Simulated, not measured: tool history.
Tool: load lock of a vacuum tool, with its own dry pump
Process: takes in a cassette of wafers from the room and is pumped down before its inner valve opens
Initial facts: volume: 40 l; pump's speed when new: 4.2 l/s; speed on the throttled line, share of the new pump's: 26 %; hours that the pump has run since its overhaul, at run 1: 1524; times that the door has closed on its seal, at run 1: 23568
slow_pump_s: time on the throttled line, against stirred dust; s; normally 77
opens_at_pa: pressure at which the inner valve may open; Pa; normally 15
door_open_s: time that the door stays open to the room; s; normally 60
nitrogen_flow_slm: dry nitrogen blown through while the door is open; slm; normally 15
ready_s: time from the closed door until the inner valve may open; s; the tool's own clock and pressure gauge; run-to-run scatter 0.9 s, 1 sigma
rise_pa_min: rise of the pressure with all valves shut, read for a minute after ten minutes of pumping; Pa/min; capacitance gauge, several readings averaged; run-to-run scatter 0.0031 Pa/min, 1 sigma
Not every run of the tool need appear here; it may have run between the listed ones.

run	hour	slow_pump_s	opens_at_pa	door_open_s	nitrogen_flow_slm	hours that the pump has run since its overhaul	times that the door has closed on its seal	incoming humidity of the room's air, %	ready_s	rise_pa_min
1	0.0	77	15	60	15	1524	23568	43.5	143.5	0.165
2	59.3	77	15	60	15	1583	23775	41.8	140.9	0.161
3	116.7	77	15	60	8	1641	23976	46.4	141.6	0.183
4	193.7	77	15	60	15	1718	24244	45.6	141.9	0.176
5	239.1	71	15	60	15	1763	24403	47.0	138.2	0.174
6	325.9	68	15	60	15	1850	24706	44.2	135.5	0.180
7	403.6	68	15	60	15	1928	24977	42.3	136.3	0.171
8	444.3	68	15	60	15	1968	25120	44.7	136.0	0.172
9	500.8	77	15	60	15	2025	25317	45.0	141.3	0.185
10	574.0	77	15	60	15	2098	25572	45.0	141.0	0.182
11	645.6	77	15	60	15	2170	25822	46.2	141.6	0.188
12	703.3	77	15	60	15	2227	26024	43.7	141.8	0.182
13	772.3	77	29	60	15	2296	26265	46.9	135.2	0.186
14	816.7	144	29	60	15	2341	26420	43.9	184.3	0.194
15	870.3	144	29	60	15	2394	26607	43.3	184.1	0.189
16	932.8	144	29	60	15	2457	26825	44.1	184.5	0.193
17	985.7	77	15	60	15	2510	27010	42.5	143.3	0.189
18	1060.3	77	15	60	15	2584	27270	43.8	140.7	0.193
19	1103.5	77	15	60	15	2628	27421	43.9	141.7	0.197
20	1156.2	77	15	60	15	2680	27605	41.7	142.9	0.191
21	1221.3	61	19	68	40	2745	27833	42.2	127.2	0.177
22	1311.0	39	15	25	15	2835	28146	44.2	114.7	0.182

Run 23 comes next. What will it give?
23	1376.4	93	28	26	29	2900	28374	48.1	?	?

ready_s: 147.1 s
rise_pa_min: 0.175 Pa/min
Were there no unlogged condition in the tool, this run, its random variation unchanged, would have produced ready_s 146.2 s, rise_pa_min 0.031 Pa/min.

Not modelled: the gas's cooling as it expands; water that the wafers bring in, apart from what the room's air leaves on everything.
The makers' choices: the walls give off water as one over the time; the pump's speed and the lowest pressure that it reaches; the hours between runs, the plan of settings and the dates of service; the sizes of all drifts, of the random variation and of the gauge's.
